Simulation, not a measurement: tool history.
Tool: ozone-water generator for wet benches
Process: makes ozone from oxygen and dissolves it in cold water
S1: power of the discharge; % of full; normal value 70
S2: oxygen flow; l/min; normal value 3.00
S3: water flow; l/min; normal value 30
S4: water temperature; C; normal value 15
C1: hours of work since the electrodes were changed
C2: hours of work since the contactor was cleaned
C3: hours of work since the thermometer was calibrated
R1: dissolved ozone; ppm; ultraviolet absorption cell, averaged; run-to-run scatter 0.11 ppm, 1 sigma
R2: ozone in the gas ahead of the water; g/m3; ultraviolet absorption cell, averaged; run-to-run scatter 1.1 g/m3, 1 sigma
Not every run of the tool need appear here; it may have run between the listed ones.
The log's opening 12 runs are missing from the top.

| run | day | S1 | S2 | S3 | S4 | C1 | C2 | C3 | R1 | R2 |
|---|---|---|---|---|---|---|---|---|---|---|
| 13 | 24.875 | 70 | 3.00 | 46 | 15 | 2121 | 1623 | 4740 | 8.6 | 197.0 |
| 14 | 27.950 | 70 | 3.00 | 46 | 15 | 2178 | 1681 | 4797 | 8.4 | 197.4 |
| 15 | 30.271 | 70 | 3.00 | 46 | 15 | 2222 | 1724 | 4841 | 8.4 | 196.2 |
| 16 | 32.271 | 70 | 3.00 | 30 | 15 | 2260 | 1762 | 4879 | 12.9 | 195.9 |
| 17 | 34.625 | 70 | 3.00 | 24 | 15 | 2304 | 1806 | 4923 | 15.9 | 199.2 |
| 18 | 36.396 | 56 | 3.00 | 24 | 10 | 2337 | 1839 | 4956 | 13.8 | 162.7 |
| 19 | 39.592 | 67 | 1.63 | 24 | 10 | 2397 | 1900 | 5016 | 12.0 | 232.3 |
| 20 | 41.042 | 67 | 1.63 | 24 | 10 | 2425 | 1927 | 5044 | 12.0 | 230.6 |
| 21 | 43.825 | 70 | 3.46 | 30 | 14 | 2477 | 1979 | 5096 | 14.0 | 187.5 |
| 22 | 46.750 | 51 | 3.00 | 30 | 20 | 2532 | 2034 | 5151 | 9.6 | 154.5 |
| 23 | 48.525 | 100 | 3.00 | 21 | 9 | 2565 | 2068 | 5184 | 24.7 | 257.9 |
| 24 | 51.308 | 83 | 3.00 | 21 | 17 | 2618 | 2120 | 5237 | 19.8 | 225.1 |
| 25 | 53.592 | 60 | 3.00 | 30 | 15 | 2661 | 2163 | 5280 | 11.5 | 175.0 |
| 26 | 56.017 | 94 | 3.00 | 47 | 15 | 2706 | 2209 | 5325 | 10.4 | 247.9 |
| 27 | 58.854 | 94 | 3.00 | 47 | 15 | 2760 | 2262 | 5379 | 10.5 | 245.7 |
| 28 | 60.808 | 94 | 3.00 | 47 | 15 | 2796 | 2299 | 5415 | 10.1 | 248.3 |
| 29 | 62.150 | 60 | 3.00 | 30 | 19 | 2822 | 2324 | 5441 | 11.1 | 175.7 |
| 30 | 65.333 | 48 | 4.58 | 24 | 13 | 2881 | 2384 | 5501 | 14.3 | 128.4 |
| 31 | 67.746 | 73 | 1.72 | 27 | 11 | 2927 | 2429 | 5546 | 11.5 | 244.2 |
| 32 | 69.850 | 46 | 1.72 | 27 | 18 | 2966 | 2469 | 5585 | 7.7 | 169.8 |
| 33 | 71.546 | 70 | 2.08 | 34 | 15 | 2998 | 2501 | 5617 | 9.4 | 220.6 |

What if the next run were any one of these 4? Each begins from the tool's condition after run 33:
| A | 73.362 | 70 | 4.92 | 20 | 16 | 3032 | 2535 | 5651 | ? | ? |
| B | 73.362 | 70 | 3.00 | 30 | 13 | 3032 | 2535 | 5651 | ? | ? |
| C | 73.362 | 70 | 3.85 | 34 | 13 | 3032 | 2535 | 5651 | ? | ? |
| D | 73.362 | 70 | 3.00 | 30 | 12 | 3032 | 2535 | 5651 | ? | ? |

| run | R1 | R2 |
|---|---|---|
| A | 21.5 | 165.8 |
| B | 13.3 | 194.0 |
| C | 12.8 | 180.4 |
| D | 13.2 | 196.7 |
Take away the tool's hidden state, keep each run's random variation, and the runs would have read:
| run | R1 | R2 |
|---|---|---|
| A | 21.5 | 166.0 |
| B | 13.3 | 194.1 |
| C | 12.8 | 180.5 |
| D | 13.2 | 196.8 |
